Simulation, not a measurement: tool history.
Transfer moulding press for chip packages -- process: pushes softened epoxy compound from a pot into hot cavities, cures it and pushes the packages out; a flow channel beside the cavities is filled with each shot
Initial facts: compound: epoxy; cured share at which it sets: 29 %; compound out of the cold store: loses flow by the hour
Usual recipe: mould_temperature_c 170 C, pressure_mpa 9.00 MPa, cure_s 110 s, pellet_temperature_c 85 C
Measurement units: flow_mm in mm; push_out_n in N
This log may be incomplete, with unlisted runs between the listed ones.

run	hour	mould_temperature_c	pressure_mpa	cure_s	pellet_temperature_c	incoming compound's hours out of the cold store	flow_mm	push_out_n
1	0.0	170	9.00	110	85	22.1	666	643
2	9.7	170	9.00	110	85	36.2	616	670
3	15.4	170	9.00	110	81	16.7	697	682
4	23.5	170	9.00	110	85	26.7	650	690
5	29.8	170	9.00	110	85	46.7	568	667
6	35.6	170	9.00	110	85	11.7	715	674
# hour 41.1: cavities cleaned with cleaning compound and waxed
7	42.5	170	9.00	110	85	16.9	691	471
8	52.4	170	9.00	110	85	30.6	631	473
9	61.5	170	9.00	110	85	10.2	723	523
10	69.4	170	9.00	110	86	35.4	605	532
11	78.3	170	9.00	110	86	12.1	708	556
12	87.5	170	9.00	110	86	24.1	644	578
13	96.8	170	9.00	110	86	38.3	599	591
14	105.0	170	9.00	110	86	36.7	601	609
15	110.0	170	9.00	110	86	23.9	647	614
16	115.0	170	7.26	110	92	46.4	505	596
17	121.5	174	10.94	110	92	24.1	694	599
18	131.1	174	10.94	110	92	25.4	693	620
19	136.0	174	10.94	110	92	19.2	713	627
20	145.8	174	10.94	138	80	17.2	734	595
21	154.7	174	10.94	138	80	37.4	641	642
# hour 159.6: cavities cleaned with cleaning compound and waxed
22	165.1	175	9.00	110	78	32.1	594	447
23	171.3	165	8.62	110	85	21.5	658	600
24	178.2	163	8.62	110	85	34.1	607	696
25	187.4	170	9.00	110	76	28.5	623	534
26	195.9	170	9.00	112	76	26.8	632	565
27	202.9	164	10.85	137	93	36.1	673	614
28	208.5	175	9.19	93	79	27.7	617	585

Below are 5 alternative next runs, each starting from the tool's condition after run 28. Predict each:
A	216.1	170	9.00	110	85	28.2	?	?
B	216.1	170	9.00	110	94	27.1	?	?
C	216.1	170	9.00	134	85	16.8	?	?
D	216.1	170	7.38	110	78	29.6	?	?
E	216.1	175	8.84	134	95	12.1	?	?

run	flow_mm	push_out_n
A	619	612
B	628	603
C	670	575
D	558	593
E	667	567
Without the tool's unlogged condition, the same runs would have read:
run	flow_mm	push_out_n
A	657	458
B	666	450
C	710	430
D	592	442
E	707	424
